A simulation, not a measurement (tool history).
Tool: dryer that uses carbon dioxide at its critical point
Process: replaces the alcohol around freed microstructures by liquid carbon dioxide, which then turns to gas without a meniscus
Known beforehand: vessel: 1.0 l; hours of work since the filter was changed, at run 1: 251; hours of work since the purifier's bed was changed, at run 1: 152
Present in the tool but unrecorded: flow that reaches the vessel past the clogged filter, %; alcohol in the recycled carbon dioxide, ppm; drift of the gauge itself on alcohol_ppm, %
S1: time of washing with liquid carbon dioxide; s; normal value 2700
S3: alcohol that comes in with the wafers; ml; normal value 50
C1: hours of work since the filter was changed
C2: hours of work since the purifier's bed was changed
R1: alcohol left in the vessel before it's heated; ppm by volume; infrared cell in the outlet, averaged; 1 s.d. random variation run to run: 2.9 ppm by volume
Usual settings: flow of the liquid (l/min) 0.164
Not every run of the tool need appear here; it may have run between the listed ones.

{"run": 1, "hour": 0.0, "S1": 2700, "flow of the liquid (l/min)": 0.164, "S3": 50, "C1": 251, "C2": 152, "R1": 74}
{"run": 2, "hour": 33.0, "S1": 2700, "flow of the liquid (l/min)": 0.164, "S3": 50, "C1": 267, "C2": 169, "R1": 72}
{"run": 3, "hour": 57.9, "S1": 2700, "flow of the liquid (l/min)": 0.164, "S3": 50, "C1": 280, "C2": 181, "R1": 81}
{"run": 4, "hour": 95.7, "S1": 2700, "flow of the liquid (l/min)": 0.116, "S3": 50, "C1": 299, "C2": 201, "R1": 442}
{"run": 5, "hour": 127.4, "S1": 2700, "flow of the liquid (l/min)": 0.164, "S3": 76, "C1": 315, "C2": 217, "R1": 111}
{"run": 6, "hour": 165.4, "S1": 2700, "flow of the liquid (l/min)": 0.164, "S3": 76, "C1": 334, "C2": 236, "R1": 110}
{"run": 7, "hour": 183.1, "S1": 2700, "flow of the liquid (l/min)": 0.164, "S3": 50, "C1": 343, "C2": 245, "R1": 87}
{"run": 8, "hour": 213.9, "S1": 2700, "flow of the liquid (l/min)": 0.224, "S3": 50, "C1": 359, "C2": 260, "R1": 30}
{"run": 9, "hour": 249.3, "S1": 2700, "flow of the liquid (l/min)": 0.164, "S3": 50, "C1": 377, "C2": 278, "R1": 93}
{"run": 10, "hour": 291.4, "S1": 2700, "flow of the liquid (l/min)": 0.164, "S3": 50, "C1": 398, "C2": 299, "R1": 92}
{"run": 11, "hour": 334.2, "S1": 2700, "flow of the liquid (l/min)": 0.164, "S3": 50, "C1": 420, "C2": 321, "R1": 97}
{"run": 12, "hour": 359.6, "S1": 2700, "flow of the liquid (l/min)": 0.164, "S3": 50, "C1": 432, "C2": 334, "R1": 94}
{"run": 13, "hour": 399.1, "S1": 2700, "flow of the liquid (l/min)": 0.164, "S3": 50, "C1": 452, "C2": 354, "R1": 105}
{"run": 14, "hour": 430.4, "S1": 2700, "flow of the liquid (l/min)": 0.164, "S3": 50, "C1": 468, "C2": 370, "R1": 108}
{"run": 15, "hour": 451.0, "S1": 2700, "flow of the liquid (l/min)": 0.164, "S3": 50, "C1": 479, "C2": 380, "R1": 108}
{"hour": 471.9, "done": "inlet filter changed"}
{"run": 16, "hour": 495.6, "S1": 2700, "flow of the liquid (l/min)": 0.098, "S3": 50, "C1": 12, "C2": 402, "R1": 810}
{"run": 17, "hour": 535.8, "S1": 3780, "flow of the liquid (l/min)": 0.164, "S3": 50, "C1": 32, "C2": 423, "R1": 44}
{"run": 18, "hour": 577.5, "S1": 2700, "flow of the liquid (l/min)": 0.164, "S3": 50, "C1": 53, "C2": 444, "R1": 87}
{"run": 19, "hour": 608.1, "S1": 2700, "flow of the liquid (l/min)": 0.164, "S3": 80, "C1": 69, "C2": 459, "R1": 119}
{"run": 20, "hour": 646.5, "S1": 2700, "flow of the liquid (l/min)": 0.164, "S3": 80, "C1": 88, "C2": 478, "R1": 126}
{"run": 21, "hour": 677.7, "S1": 2700, "flow of the liquid (l/min)": 0.164, "S3": 51, "C1": 104, "C2": 494, "R1": 93}
{"run": 22, "hour": 711.9, "S1": 2280, "flow of the liquid (l/min)": 0.204, "S3": 24, "C1": 121, "C2": 512, "R1": 62}
{"run": 23, "hour": 746.2, "S1": 2700, "flow of the liquid (l/min)": 0.164, "S3": 89, "C1": 139, "C2": 529, "R1": 139}
{"run": 24, "hour": 771.6, "S1": 3240, "flow of the liquid (l/min)": 0.164, "S3": 30, "C1": 151, "C2": 542, "R1": 60}
{"run": 25, "hour": 801.6, "S1": 3240, "flow of the liquid (l/min)": 0.164, "S3": 30, "C1": 167, "C2": 557, "R1": 62}
{"run": 26, "hour": 821.1, "S1": 2040, "flow of the liquid (l/min)": 0.106, "S3": 89, "C1": 176, "C2": 567, "R1": 3212}
{"run": 27, "hour": 855.6, "S1": 2700, "flow of the liquid (l/min)": 0.259, "S3": 50, "C1": 194, "C2": 584, "R1": 57}
{"hour": 869.2, "done": "purifier's bed changed"}
{"run": 28, "hour": 902.5, "S1": 2700, "flow of the liquid (l/min)": 0.259, "S3": 50, "C1": 216, "C2": 17, "R1": 10}
{"run": 29, "hour": 927.0, "S1": 2700, "flow of the liquid (l/min)": 0.141, "S3": 50, "C1": 229, "C2": 29, "R1": 150}
{"run": 30, "hour": 964.9, "S1": 2700, "flow of the liquid (l/min)": 0.243, "S3": 34, "C1": 248, "C2": 48, "R1": 14}
{"run": 31, "hour": 984.6, "S1": 2700, "flow of the liquid (l/min)": 0.243, "S3": 34, "C1": 258, "C2": 58, "R1": 9}
{"run": 32, "hour": 1021.5, "S1": 2700, "flow of the liquid (l/min)": 0.243, "S3": 34, "C1": 276, "C2": 77, "R1": 16}
{"run": 33, "hour": 1045.2, "S1": 2700, "flow of the liquid (l/min)": 0.103, "S3": 112, "C1": 288, "C2": 89, "R1": 1617}
{"run": 34, "hour": 1063.6, "S1": 2700, "flow of the liquid (l/min)": 0.131, "S3": 50, "C1": 298, "C2": 98, "R1": 238}
{"run": 35, "hour": 1107.1, "S1": 3720, "flow of the liquid (l/min)": 0.131, "S3": 50, "C1": 320, "C2": 120, "R1": 46}
{"run": 36, "hour": 1138.9, "S1": 3240, "flow of the liquid (l/min)": 0.22, "S3": 32, "C1": 336, "C2": 136, "R1": 22}
{"run": 37, "hour": 1178.7, "S1": 3240, "flow of the liquid (l/min)": 0.22, "S3": 32, "C1": 356, "C2": 156, "R1": 21}
{"run": 38, "hour": 1208.8, "S1": 2220, "flow of the liquid (l/min)": 0.151, "S3": 27, "C1": 371, "C2": 172, "R1": 182}

Measured result minus the same run's result without the hidden state. Both carry the same run-to-run variation, though not necessarily the same gauge scatter:
run=1 R1=+26
run=2 R1=+29
run=3 R1=+30
run=4 R1=+94
run=5 R1=+42
run=6 R1=+45
run=7 R1=+38
run=8 R1=+25
run=9 R1=+43
run=10 R1=+46
run=11 R1=+49
run=12 R1=+50
run=13 R1=+52
run=14 R1=+55
run=15 R1=+57
run=16 R1=+51
run=17 R1=+38
run=18 R1=+42
run=19 R1=+47
run=20 R1=+50
run=21 R1=+49
run=22 R1=+48
run=23 R1=+58
run=24 R1=+50
run=25 R1=+52
run=26 R1=+295
run=27 R1=+53
run=28 R1=+3
run=29 R1=+25
run=30 R1=+5
run=31 R1=+7
run=32 R1=+8
run=33 R1=+246
run=34 R1=+52
run=35 R1=+19
run=36 R1=+13
run=37 R1=+15
run=38 R1=+52
